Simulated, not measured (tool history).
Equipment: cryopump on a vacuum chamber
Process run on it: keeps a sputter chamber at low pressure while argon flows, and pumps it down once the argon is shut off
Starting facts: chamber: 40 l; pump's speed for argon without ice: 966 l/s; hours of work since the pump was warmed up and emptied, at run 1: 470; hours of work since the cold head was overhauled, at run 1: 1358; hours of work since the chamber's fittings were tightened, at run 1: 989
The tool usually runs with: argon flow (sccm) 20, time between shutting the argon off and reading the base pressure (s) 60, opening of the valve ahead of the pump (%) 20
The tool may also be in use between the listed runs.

run,hour,argon flow (sccm),time between shutting the argon off and reading the base pressure (s),opening of the valve ahead of the pump (%),hours of work since the pump was warmed up and emptied,hours of work since the cold head was overhauled,hours of work since the chamber's fittings were tightened,pressure while argon flows (Pa),pressure after the wait (uPa)
1,0.0,20,60,20,470,1358,989,0.1814,1.75
2,104.9,20,257,20,521,1408,1039,0.1824,1.37
3,166.7,20,60,22,550,1438,1069,0.1665,1.82
# hour 226.5: leaking fittings of the chamber tightened, without venting
4,290.0,20,60,22,608,1496,30,0.1695,0.98
5,421.0,13,60,20,671,1558,93,0.1201,1.06
6,516.7,20,60,20,717,1604,139,0.1851,1.12
7,609.8,20,60,20,762,1649,184,0.1871,1.15
8,669.4,20,60,20,790,1677,212,0.1893,1.14
9,781.5,11,60,20,844,1731,266,0.1025,1.30
# hour 847.6: pump warmed up, emptied and cooled again
10,882.6,11,60,20,17,1777,312,0.0970,1.10
11,996.8,11,60,20,71,1832,367,0.0979,1.16
12,1118.7,11,60,20,130,1890,425,0.0981,1.26
13,1207.9,20,60,35,173,1933,468,0.1026,1.24
14,1269.7,20,215,20,202,1963,497,0.1769,0.91
15,1342.2,26,60,20,237,1997,532,0.2335,1.34
16,1423.4,24,60,20,276,2036,571,0.2154,1.31
17,1481.9,24,60,20,304,2064,599,0.2148,1.38
18,1568.5,24,60,20,345,2106,641,0.2155,1.42
19,1701.0,32,109,20,409,2169,704,0.2912,1.23
20,1757.5,10,109,20,436,2196,731,0.0904,1.29
21,1833.2,11,31,21,472,2233,768,0.0946,2.18
22,1888.4,9,31,20,499,2259,794,0.0822,2.14
23,1962.0,9,31,20,534,2294,829,0.0823,2.14
24,2088.5,14,82,45,595,2355,890,0.0612,1.60
25,2177.5,14,31,18,637,2398,933,0.1428,2.33
26,2245.7,20,108,33,670,2430,965,0.1162,1.59
27,2349.2,20,108,33,720,2480,1015,0.1171,1.61
28,2441.5,17,30,47,764,2524,1059,0.0744,2.49
# hour 2529.7: leaking fittings of the chamber tightened, without venting
29,2567.3,20,60,31,823,2584,18,0.1264,1.03
# hour 2679.2: pump warmed up, emptied and cooled again
30,2690.2,14,60,59,5,2640,74,0.0428,0.94
31,2789.6,25,60,20,53,2688,122,0.2214,0.97
32,2856.9,25,60,20,85,2720,154,0.2195,1.04

5 ways to go on from here, each from the tool as it stands after run 32. What would each give?
A,2914.6,25,60,31,113,2748,182,?,?
B,2914.6,16,60,57,113,2748,182,?,?
C,2914.6,28,60,20,113,2748,182,?,?
D,2914.6,23,217,25,113,2748,182,?,?
E,2914.6,20,60,52,113,2748,182,?,?

run,pressure while argon flows (Pa),pressure after the wait (uPa)
A,0.1433,1.02
B,0.0516,1.00
C,0.2483,1.02
D,0.1630,0.62
E,0.0698,1.03
Without the tool's hidden state the same runs would have given:
run,pressure while argon flows (Pa),pressure after the wait (uPa)
A,0.1405,0.86
B,0.0498,0.84
C,0.2452,0.87
D,0.1605,0.46
E,0.0676,0.87
